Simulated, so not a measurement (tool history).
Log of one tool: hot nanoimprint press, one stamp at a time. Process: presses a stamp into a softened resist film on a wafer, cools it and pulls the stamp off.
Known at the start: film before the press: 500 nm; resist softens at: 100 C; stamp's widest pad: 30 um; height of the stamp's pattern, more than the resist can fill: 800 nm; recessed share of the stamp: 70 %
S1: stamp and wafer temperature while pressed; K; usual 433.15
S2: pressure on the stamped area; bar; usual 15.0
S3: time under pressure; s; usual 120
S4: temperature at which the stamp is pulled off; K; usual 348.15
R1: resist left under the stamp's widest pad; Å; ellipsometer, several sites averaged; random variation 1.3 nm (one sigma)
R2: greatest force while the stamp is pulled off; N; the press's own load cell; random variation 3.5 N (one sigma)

run   hour      S1    S2   S3      S4    R1   R2
  1    0.0  433.15  15.0  120  348.15  2033  169
  2   28.5  433.15  15.0  120  348.15  2016  172
  3   43.3  433.15  10.1  120  348.15  2440  184
  4   61.3  433.15  15.0  154  348.15  1852  182
  5   90.6  433.15  15.0  120  348.15  2062  188
  6  119.8  433.15  15.0  120  348.15  2081  194
  7  133.1  433.15  14.3   93  348.15  2329  195
  8  147.3  431.15  12.8  120  344.15  2406  193
  9  170.4  433.15   9.3  120  348.15  2563  203
 10  186.2  433.15  23.8  120  334.15  1673  224
 11  212.5  433.15  23.8  120  334.15  1687  224
 12  236.6  444.15  15.2   61  348.15  1688  210

Forecast each of these 3 alternatives for the next run:
  A  254.8  433.15  15.0  120  353.15   ?   ?
  B  254.8  433.15  15.1   76  348.15   ?   ?
  C  254.8  443.15  15.2  198  336.15   ?   ?

run    R1   R2
  A  2117  206
  B  2469  208
  C  1075  235
Without the tool's hidden state the same runs would have given:
run    R1   R2
  A  1958  166
  B  2294  169
  C   993  190

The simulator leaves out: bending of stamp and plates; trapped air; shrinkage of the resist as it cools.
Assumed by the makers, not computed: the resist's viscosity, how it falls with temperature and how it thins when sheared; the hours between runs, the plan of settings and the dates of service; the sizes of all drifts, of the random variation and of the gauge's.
